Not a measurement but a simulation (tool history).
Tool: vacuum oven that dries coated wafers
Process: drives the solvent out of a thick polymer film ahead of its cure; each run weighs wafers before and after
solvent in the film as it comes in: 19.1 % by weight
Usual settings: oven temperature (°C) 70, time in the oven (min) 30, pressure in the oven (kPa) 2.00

{"run": 1, "hour": 0.0, "oven temperature (°C)": 70, "time in the oven (min)": 30, "pressure in the oven (kPa)": 2.0, "solvent left in the film (%)": 2.56}
{"run": 2, "hour": 57.3, "oven temperature (°C)": 70, "time in the oven (min)": 30, "pressure in the oven (kPa)": 2.0, "solvent left in the film (%)": 2.5}
{"run": 3, "hour": 161.8, "oven temperature (°C)": 70, "time in the oven (min)": 30, "pressure in the oven (kPa)": 2.0, "solvent left in the film (%)": 2.8}
{"run": 4, "hour": 219.4, "oven temperature (°C)": 70, "time in the oven (min)": 30, "pressure in the oven (kPa)": 2.0, "solvent left in the film (%)": 2.77}
{"run": 5, "hour": 317.9, "oven temperature (°C)": 57, "time in the oven (min)": 30, "pressure in the oven (kPa)": 2.0, "solvent left in the film (%)": 7.95}
{"run": 6, "hour": 418.2, "oven temperature (°C)": 70, "time in the oven (min)": 20, "pressure in the oven (kPa)": 2.0, "solvent left in the film (%)": 4.13}
{"run": 7, "hour": 503.6, "oven temperature (°C)": 70, "time in the oven (min)": 31, "pressure in the oven (kPa)": 2.0, "solvent left in the film (%)": 2.83}
{"run": 8, "hour": 603.8, "oven temperature (°C)": 70, "time in the oven (min)": 31, "pressure in the oven (kPa)": 2.0, "solvent left in the film (%)": 2.97}
{"hour": 612.5, "done": "oven's thermocouples calibrated"}
{"run": 9, "hour": 684.6, "oven temperature (°C)": 70, "time in the oven (min)": 31, "pressure in the oven (kPa)": 2.0, "solvent left in the film (%)": 3.15}
{"run": 10, "hour": 728.0, "oven temperature (°C)": 62, "time in the oven (min)": 35, "pressure in the oven (kPa)": 1.56, "solvent left in the film (%)": 4.84}
{"hour": 806.2, "done": "oven's thermocouples calibrated, once more"}
{"run": 11, "hour": 825.3, "oven temperature (°C)": 58, "time in the oven (min)": 39, "pressure in the oven (kPa)": 1.56, "solvent left in the film (%)": 5.57}

The next listed run, before its measurement:
{"run": 12, "hour": 886.7, "oven temperature (°C)": 58, "time in the oven (min)": 39, "pressure in the oven (kPa)": 1.56, "solvent left in the film (%)": "?"}

Run 12 gave solvent left in the film (%) 5.78.
Without the tool's hidden state the same run would have given solvent left in the film (%) 5.10.
